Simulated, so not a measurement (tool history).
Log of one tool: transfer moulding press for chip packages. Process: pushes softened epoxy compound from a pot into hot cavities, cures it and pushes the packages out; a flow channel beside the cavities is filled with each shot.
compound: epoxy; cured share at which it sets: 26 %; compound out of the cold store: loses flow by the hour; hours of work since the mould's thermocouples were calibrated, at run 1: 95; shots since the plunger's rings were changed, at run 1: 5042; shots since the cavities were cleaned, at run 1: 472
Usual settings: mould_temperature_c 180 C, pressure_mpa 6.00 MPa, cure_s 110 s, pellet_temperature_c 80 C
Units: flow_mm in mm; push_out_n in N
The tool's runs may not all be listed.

run,hour,mould_temperature_c,pressure_mpa,cure_s,pellet_temperature_c,hours of work since the mould's thermocouples were calibrated,shots since the plunger's rings were changed,shots since the cavities were cleaned,incoming compound's hours out of the cold store,flow_mm,push_out_n
1,0.0,180,6.00,110,80,95,5042,472,43.7,431,602
# hour 45.6: plunger's sealing rings changed
# hour 85.9: cavities cleaned with cleaning compound and waxed
2,85.9,180,6.00,110,80,131,266,0,28.3,540,332
3,138.5,180,5.52,110,80,154,627,361,23.7,516,599
4,182.6,180,6.00,110,80,173,929,663,34.9,502,639
5,231.9,180,6.00,110,80,195,1267,1001,31.9,503,674
# hour 240.5: cavities cleaned with cleaning compound and waxed
6,277.1,180,6.00,110,80,214,1566,251,13.0,574,535
7,324.5,180,7.09,110,80,235,1891,576,45.2,495,633
8,386.2,180,7.09,110,80,262,2314,999,23.3,575,693
# hour 394.0: cavities cleaned with cleaning compound and waxed
9,484.2,180,7.09,110,80,304,2975,618,27.1,551,622
# hour 544.8: cavities cleaned with cleaning compound and waxed
10,563.8,180,7.09,110,80,338,3511,130,28.6,537,452
11,641.3,180,6.00,110,80,372,4042,661,18.7,517,665
# hour 659.8: mould's thermocouples calibrated
# hour 699.3: cavities cleaned with cleaning compound and waxed
12,704.8,180,6.00,110,80,19,4453,38,37.1,460,389
13,748.5,180,4.73,110,80,38,4753,338,28.8,426,595
# hour 838.3: plunger's sealing rings changed
14,838.3,183,7.11,118,73,76,0,935,24.6,587,607
# hour 853.2: cavities cleaned with cleaning compound and waxed
15,913.4,183,7.11,118,73,109,505,413,26.5,578,527
16,979.7,183,7.11,118,73,138,960,868,36.8,534,608
# hour 1004.3: cavities cleaned with cleaning compound and waxed
17,1074.0,185,5.01,149,80,178,1595,477,33.2,452,558
18,1143.6,180,5.70,134,80,209,2073,955,22.2,509,616
# hour 1158.3: cavities cleaned with cleaning compound and waxed
19,1223.6,180,5.70,134,80,243,2610,447,21.1,514,561
# hour 1247.0: mould's thermocouples calibrated, once more
# hour 1313.0: cavities cleaned with cleaning compound and waxed
20,1326.8,180,5.29,110,74,34,3294,95,38.7,425,415
21,1393.8,184,4.87,125,82,64,3753,554,45.3,383,559
22,1443.4,184,5.20,113,82,85,4093,894,27.1,454,605
# hour 1468.5: cavities cleaned with cleaning compound and waxed
23,1497.9,184,5.20,113,86,109,4456,202,20.7,463,484
24,1588.2,179,5.20,128,87,148,5075,821,27.6,447,620
# hour 1622.4: cavities cleaned with cleaning compound and waxed
# hour 1629.3: plunger's sealing rings changed
25,1644.5,183,6.00,90,81,171,104,134,14.0,578,528
26,1689.5,183,6.00,90,81,191,413,443,38.5,483,664

How the hidden state differs across the entries between the runs, from the last listed run before each to the first after it:
Between runs 1 and 2: plunger's sealing rings changed (hour 45.6); cavities cleaned with cleaning compound and waxed (hour 85.9)
  true mould temperature over the reading, C: -0.08 -> -0.17; pressure that reaches the compound, % of what is set: 81.12 -> 98.67; grip of the stained cavities, % over clean ones': 78.6 -> 0.1
  measured less the result without the state, flow_mm: -47 -> -3 mm; push_out_n: +266 -> +2 N
Between runs 5 and 6: cavities cleaned with cleaning compound and waxed (hour 240.5)
  true mould temperature over the reading, C: -0.32 -> -0.36; pressure that reaches the compound, % of what is set: 94.62 -> 93.35; grip of the stained cavities, % over clean ones': 98.6 -> 54.9
  measured less the result without the state, flow_mm: -14 -> -19 mm; push_out_n: +335 -> +193 N
Between runs 8 and 9: cavities cleaned with cleaning compound and waxed (hour 394.0)
  true mould temperature over the reading, C: -0.49 -> -0.59; pressure that reaches the compound, % of what is set: 90.61 -> 87.86; grip of the stained cavities, % over clean ones': 97.7 -> 87.7
  measured less the result without the state, flow_mm: -27 -> -35 mm; push_out_n: +347 -> +295 N
Between runs 9 and 10: cavities cleaned with cleaning compound and waxed (hour 544.8)
  true mould temperature over the reading, C: -0.59 -> -0.68; pressure that reaches the compound, % of what is set: 87.86 -> 85.75; grip of the stained cavities, % over clean ones': 87.7 -> 34.1
  measured less the result without the state, flow_mm: -35 -> -41 mm; push_out_n: +295 -> +122 N
Between runs 11 and 12: mould's thermocouples calibrated (hour 659.8); cavities cleaned with cleaning compound and waxed (hour 699.3)
  true mould temperature over the reading, C: -0.77 -> -1.35; pressure that reaches the compound, % of what is set: 83.65 -> 81.99; grip of the stained cavities, % over clean ones': 89.9 -> 11.9
  measured less the result without the state, flow_mm: -47 -> -44 mm; push_out_n: +323 -> +56 N
Between runs 13 and 14: plunger's sealing rings changed (hour 838.3)
  true mould temperature over the reading, C: -1.4 -> -1.48; pressure that reaches the compound, % of what is set: 80.89 -> 99.26; grip of the stained cavities, % over clean ones': 70.2 -> 98.1
  measured less the result without the state, flow_mm: -45 -> +2 mm; push_out_n: +263 -> +307 N
Between runs 14 and 15: cavities cleaned with cleaning compound and waxed (hour 853.2)
  true mould temperature over the reading, C: -1.48 -> -1.55; pressure that reaches the compound, % of what is set: 99.26 -> 97.33; grip of the stained cavities, % over clean ones': 98.1 -> 74.3
  measured less the result without the state, flow_mm: +2 -> -4 mm; push_out_n: +307 -> +231 N
Between runs 16 and 17: cavities cleaned with cleaning compound and waxed (hour 1004.3)
  true mould temperature over the reading, C: -1.62 -> -1.73; pressure that reaches the compound, % of what is set: 95.59 -> 93.02; grip of the stained cavities, % over clean ones': 95.1 -> 79.1
  measured less the result without the state, flow_mm: -8 -> -13 mm; push_out_n: +300 -> +243 N
Between runs 18 and 19: cavities cleaned with cleaning compound and waxed (hour 1158.3)
  true mould temperature over the reading, C: -1.8 -> -1.88; pressure that reaches the compound, % of what is set: 91.06 -> 88.85; grip of the stained cavities, % over clean ones': 97.6 -> 78.7
  measured less the result without the state, flow_mm: -20 -> -27 mm; push_out_n: +310 -> +253 N
Between runs 19 and 20: mould's thermocouples calibrated, once more (hour 1247.0); cavities cleaned with cleaning compound and waxed (hour 1313.0)
  true mould temperature over the reading, C: -1.88 -> -0.03; pressure that reaches the compound, % of what is set: 88.85 -> 86.25; grip of the stained cavities, % over clean ones': 78.7 -> 25.7
  measured less the result without the state, flow_mm: -27 -> -33 mm; push_out_n: +253 -> +86 N
Between runs 22 and 23: cavities cleaned with cleaning compound and waxed (hour 1468.5)
  true mould temperature over the reading, C: -0.15 -> -0.21; pressure that reaches the compound, % of what is set: 83.25 -> 81.64; grip of the stained cavities, % over clean ones': 96.1 -> 52.2
  measured less the result without the state, flow_mm: -43 -> -49 mm; push_out_n: +297 -> +165 N
Between runs 24 and 25: cavities cleaned with cleaning compound and waxed (hour 1622.4); plunger's sealing rings changed (hour 1629.3)
  true mould temperature over the reading, C: -0.31 -> -0.37; pressure that reaches the compound, % of what is set: 79.15 -> 99.23; grip of the stained cavities, % over clean ones': 95.5 -> 35.7
  measured less the result without the state, flow_mm: -54 -> -1 mm; push_out_n: +306 -> +146 N

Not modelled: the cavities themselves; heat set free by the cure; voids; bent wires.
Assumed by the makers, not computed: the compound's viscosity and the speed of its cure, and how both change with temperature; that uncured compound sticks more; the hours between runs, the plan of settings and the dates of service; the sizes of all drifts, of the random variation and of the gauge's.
